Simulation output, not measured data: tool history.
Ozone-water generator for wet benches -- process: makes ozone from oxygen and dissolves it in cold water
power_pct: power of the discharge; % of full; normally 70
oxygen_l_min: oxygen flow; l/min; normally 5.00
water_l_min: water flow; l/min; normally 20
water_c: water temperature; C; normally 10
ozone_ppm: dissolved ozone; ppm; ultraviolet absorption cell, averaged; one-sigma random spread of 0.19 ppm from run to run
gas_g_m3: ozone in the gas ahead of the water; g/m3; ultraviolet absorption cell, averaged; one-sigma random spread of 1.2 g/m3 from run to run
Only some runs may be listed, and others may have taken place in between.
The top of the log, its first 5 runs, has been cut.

{"run": 6, "hour": 618.0, "power_pct": 70, "oxygen_l_min": 5.0, "water_l_min": 19, "water_c": 10, "ozone_ppm": 22.5, "gas_g_m3": 197.5}
{"run": 7, "hour": 707.8, "power_pct": 70, "oxygen_l_min": 5.0, "water_l_min": 19, "water_c": 10, "ozone_ppm": 22.7, "gas_g_m3": 193.6}
{"run": 8, "hour": 876.5, "power_pct": 70, "oxygen_l_min": 5.0, "water_l_min": 20, "water_c": 9, "ozone_ppm": 21.9, "gas_g_m3": 193.1}
{"run": 9, "hour": 1035.6, "power_pct": 70, "oxygen_l_min": 5.0, "water_l_min": 20, "water_c": 9, "ozone_ppm": 21.6, "gas_g_m3": 195.4}
{"run": 10, "hour": 1164.6, "power_pct": 70, "oxygen_l_min": 5.0, "water_l_min": 20, "water_c": 7, "ozone_ppm": 22.1, "gas_g_m3": 192.6}
{"run": 11, "hour": 1323.9, "power_pct": 70, "oxygen_l_min": 5.0, "water_l_min": 20, "water_c": 7, "ozone_ppm": 21.8, "gas_g_m3": 192.7}
{"run": 12, "hour": 1436.8, "power_pct": 70, "oxygen_l_min": 5.0, "water_l_min": 20, "water_c": 9, "ozone_ppm": 21.1, "gas_g_m3": 193.5}
{"run": 13, "hour": 1527.0, "power_pct": 70, "oxygen_l_min": 5.0, "water_l_min": 20, "water_c": 9, "ozone_ppm": 21.3, "gas_g_m3": 190.8}
{"run": 14, "hour": 1619.8, "power_pct": 70, "oxygen_l_min": 5.0, "water_l_min": 20, "water_c": 9, "ozone_ppm": 21.1, "gas_g_m3": 190.9}
{"run": 15, "hour": 1826.6, "power_pct": 70, "oxygen_l_min": 5.0, "water_l_min": 20, "water_c": 7, "ozone_ppm": 21.4, "gas_g_m3": 188.4}
{"run": 16, "hour": 2001.6, "power_pct": 70, "oxygen_l_min": 5.0, "water_l_min": 20, "water_c": 10, "ozone_ppm": 20.5, "gas_g_m3": 189.5}
{"hour": 2081.6, "done": "contactor cleaned"}
{"run": 17, "hour": 2134.8, "power_pct": 70, "oxygen_l_min": 5.0, "water_l_min": 20, "water_c": 7, "ozone_ppm": 22.5, "gas_g_m3": 188.8}
{"run": 18, "hour": 2270.6, "power_pct": 70, "oxygen_l_min": 5.0, "water_l_min": 20, "water_c": 7, "ozone_ppm": 22.5, "gas_g_m3": 187.6}
{"run": 19, "hour": 2452.5, "power_pct": 52, "oxygen_l_min": 6.59, "water_l_min": 14, "water_c": 16, "ozone_ppm": 22.3, "gas_g_m3": 141.0}

Expected results for the next run?
{"run": 20, "hour": 2558.2, "power_pct": 72, "oxygen_l_min": 2.8, "water_l_min": 28, "water_c": 11, "ozone_ppm": "?", "gas_g_m3": "?"}

{"run 20": {"ozone_ppm": 13.9, "gas_g_m3": 260.2}}
If the tool had no hidden condition, the same run with the same run-to-run variation would have returned ozone_ppm 17.4 ppm, gas_g_m3 320.7 g/m3.
